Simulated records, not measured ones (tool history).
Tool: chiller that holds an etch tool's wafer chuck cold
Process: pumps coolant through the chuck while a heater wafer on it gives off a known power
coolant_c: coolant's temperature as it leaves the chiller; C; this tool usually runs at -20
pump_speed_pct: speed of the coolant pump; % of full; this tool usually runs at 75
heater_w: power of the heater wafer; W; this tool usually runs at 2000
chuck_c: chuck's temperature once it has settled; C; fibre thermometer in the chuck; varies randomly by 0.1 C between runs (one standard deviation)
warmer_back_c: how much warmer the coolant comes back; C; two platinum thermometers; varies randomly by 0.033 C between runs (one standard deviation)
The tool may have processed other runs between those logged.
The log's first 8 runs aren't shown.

| run | hour | coolant_c | pump_speed_pct | heater_w | chuck_c | warmer_back_c |
|---|---|---|---|---|---|---|
| 9 | 224.8 | -20 | 75 | 2000 | -5.1 | 4.82 |
| 10 | 261.4 | -20 | 75 | 2000 | -5.2 | 4.77 |
|  | 273.8 | coolant changed, channels flushed |
| 11 | 301 | -20 | 75 | 2000 | -5.2 | 4.73 |
| 12 | 319.2 | -20 | 75 | 2000 | -5.3 | 4.77 |
| 13 | 356.3 | -26 | 75 | 2000 | -11.3 | 4.76 |
| 14 | 395.5 | -20 | 75 | 2000 | -5.2 | 4.79 |
| 15 | 414.2 | -20 | 75 | 2000 | -5.1 | 4.73 |
| 16 | 449.3 | -20 | 92 | 1408 | -11.3 | 2.66 |
| 17 | 481.9 | -29 | 77 | 1400 | -18.8 | 3.28 |
| 18 | 504.6 | -20 | 68 | 2463 | -0.3 | 6.45 |
| 19 | 527.1 | -28 | 65 | 1102 | -18.8 | 3.05 |

What does the tool deliver on the next run?
| 20 | 552.6 | -27 | 87 | 2472 | ? | ? |

{"run 20": {"chuck_c": -10.8, "warmer_back_c": 5.06}}
Had the tool carried no hidden state, the very same run would have given chuck_c -10.8 C, warmer_back_c 5.06 C.
